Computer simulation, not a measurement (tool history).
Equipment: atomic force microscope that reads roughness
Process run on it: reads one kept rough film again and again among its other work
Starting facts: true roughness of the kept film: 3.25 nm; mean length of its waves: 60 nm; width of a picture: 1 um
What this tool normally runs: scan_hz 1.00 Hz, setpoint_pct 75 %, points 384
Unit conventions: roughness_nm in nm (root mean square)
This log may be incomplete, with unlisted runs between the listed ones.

run 1 hour=0.0 | scan_hz=1.00 setpoint_pct=75 points=384 | roughness_nm=3.006
run 2 hour=41.2 | scan_hz=1.00 setpoint_pct=75 points=384 | roughness_nm=2.946
run 3 hour=73.4 | scan_hz=1.00 setpoint_pct=75 points=311 | roughness_nm=2.893
run 4 hour=122.6 | scan_hz=1.00 setpoint_pct=75 points=311 | roughness_nm=2.836
run 5 hour=151.7 | scan_hz=1.00 setpoint_pct=75 points=311 | roughness_nm=2.817
run 6 hour=192.7 | scan_hz=1.00 setpoint_pct=75 points=311 | roughness_nm=2.775
-- hour=210.8 new tip fitted
run 7 hour=240.3 | scan_hz=1.09 setpoint_pct=75 points=384 | roughness_nm=2.978
run 8 hour=301.8 | scan_hz=1.09 setpoint_pct=75 points=384 | roughness_nm=2.906
run 9 hour=336.2 | scan_hz=1.09 setpoint_pct=75 points=384 | roughness_nm=2.842
run 10 hour=380.5 | scan_hz=1.00 setpoint_pct=75 points=278 | roughness_nm=2.826
-- hour=436.2 new tip fitted
run 11 hour=439.3 | scan_hz=1.00 setpoint_pct=70 points=384 | roughness_nm=3.083
run 12 hour=486.3 | scan_hz=1.00 setpoint_pct=75 points=384 | roughness_nm=2.979
run 13 hour=549.9 | scan_hz=1.00 setpoint_pct=75 points=641 | roughness_nm=2.857
run 14 hour=610.5 | scan_hz=1.00 setpoint_pct=75 points=641 | roughness_nm=2.817
run 15 hour=650.7 | scan_hz=1.00 setpoint_pct=75 points=641 | roughness_nm=2.766
-- hour=665.6 new tip fitted
run 16 hour=680.5 | scan_hz=1.00 setpoint_pct=75 points=510 | roughness_nm=3.018
run 17 hour=738.4 | scan_hz=1.00 setpoint_pct=75 points=511 | roughness_nm=2.941
run 18 hour=774.1 | scan_hz=1.00 setpoint_pct=75 points=511 | roughness_nm=2.933
run 19 hour=803.0 | scan_hz=1.00 setpoint_pct=75 points=511 | roughness_nm=2.881
run 20 hour=846.5 | scan_hz=1.00 setpoint_pct=75 points=511 | roughness_nm=2.826
-- hour=891.9 new tip fitted
run 21 hour=907.0 | scan_hz=1.00 setpoint_pct=75 points=511 | roughness_nm=3.040
run 22 hour=974.8 | scan_hz=1.00 setpoint_pct=69 points=384 | roughness_nm=2.982
run 23 hour=1020.0 | scan_hz=1.00 setpoint_pct=69 points=384 | roughness_nm=2.949
run 24 hour=1050.8 | scan_hz=1.00 setpoint_pct=69 points=384 | roughness_nm=2.911
run 25 hour=1089.7 | scan_hz=1.00 setpoint_pct=60 points=384 | roughness_nm=2.906
-- hour=1116.7 new tip fitted
run 26 hour=1144.8 | scan_hz=1.00 setpoint_pct=60 points=338 | roughness_nm=3.087
run 27 hour=1187.6 | scan_hz=1.00 setpoint_pct=60 points=338 | roughness_nm=3.021
run 28 hour=1242.3 | scan_hz=3.21 setpoint_pct=68 points=773 | roughness_nm=2.763
run 29 hour=1292.5 | scan_hz=2.18 setpoint_pct=83 points=421 | roughness_nm=2.562
-- hour=1344.0 new tip fitted
run 30 hour=1344.0 | scan_hz=2.18 setpoint_pct=83 points=421 | roughness_nm=2.764
run 31 hour=1377.6 | scan_hz=1.50 setpoint_pct=75 points=395 | roughness_nm=2.966
run 32 hour=1422.2 | scan_hz=1.50 setpoint_pct=75 points=395 | roughness_nm=2.915
run 33 hour=1483.5 | scan_hz=1.23 setpoint_pct=63 points=395 | roughness_nm=2.966
run 34 hour=1520.0 | scan_hz=0.51 setpoint_pct=77 points=760 | roughness_nm=2.926
-- hour=1531.2 height scale calibrated on a step standard
-- hour=1570.1 new tip fitted
run 35 hour=1575.0 | scan_hz=1.54 setpoint_pct=84 points=325 | roughness_nm=2.822
run 36 hour=1626.3 | scan_hz=3.38 setpoint_pct=84 points=535 | roughness_nm=2.431
run 37 hour=1665.4 | scan_hz=2.72 setpoint_pct=64 points=571 | roughness_nm=2.847
run 38 hour=1697.3 | scan_hz=0.80 setpoint_pct=81 points=339 | roughness_nm=2.839
run 39 hour=1726.4 | scan_hz=0.80 setpoint_pct=55 points=669 | roughness_nm=2.938
run 40 hour=1789.4 | scan_hz=0.67 setpoint_pct=76 points=569 | roughness_nm=2.795
-- hour=1794.4 new tip fitted
run 41 hour=1848.8 | scan_hz=0.73 setpoint_pct=83 points=384 | roughness_nm=2.945
run 42 hour=1904.3 | scan_hz=0.73 setpoint_pct=83 points=384 | roughness_nm=2.874
run 43 hour=1963.9 | scan_hz=0.62 setpoint_pct=75 points=275 | roughness_nm=2.860
run 44 hour=1999.7 | scan_hz=1.82 setpoint_pct=90 points=361 | roughness_nm=2.445
-- hour=2021.1 new tip fitted
run 45 hour=2047.3 | scan_hz=2.33 setpoint_pct=58 points=361 | roughness_nm=3.027
run 46 hour=2095.9 | scan_hz=3.03 setpoint_pct=80 points=383 | roughness_nm=2.573
run 47 hour=2147.3 | scan_hz=1.11 setpoint_pct=80 points=475 | roughness_nm=2.820
run 48 hour=2192.9 | scan_hz=0.72 setpoint_pct=80 points=621 | roughness_nm=2.818
run 49 hour=2222.8 | scan_hz=1.43 setpoint_pct=83 points=533 | roughness_nm=2.650
-- hour=2248.0 new tip fitted
run 50 hour=2280.6 | scan_hz=1.43 setpoint_pct=83 points=533 | roughness_nm=2.844
run 51 hour=2313.3 | scan_hz=1.43 setpoint_pct=83 points=544 | roughness_nm=2.795
run 52 hour=2380.0 | scan_hz=2.06 setpoint_pct=75 points=384 | roughness_nm=2.732
run 53 hour=2423.3 | scan_hz=2.06 setpoint_pct=75 points=384 | roughness_nm=2.689

3 options for the next run, each taken on its own from the tool as it stands now. Forecast them:
-- hour=2472.8 new tip fitted
run A hour=2484.9 | scan_hz=3.60 setpoint_pct=82 points=962 | roughness_nm=?
-- hour=2472.8 new tip fitted
run B hour=2484.9 | scan_hz=3.36 setpoint_pct=75 points=384 | roughness_nm=?
-- hour=2472.8 new tip fitted
run C hour=2484.9 | scan_hz=1.31 setpoint_pct=75 points=384 | roughness_nm=?

run=A roughness_nm=2.544
run=B roughness_nm=2.730
run=C roughness_nm=2.990
Take away the tool's hidden state, keep each run's random variation, and the runs would have read:
run=A roughness_nm=2.531
run=B roughness_nm=2.716
run=C roughness_nm=2.975
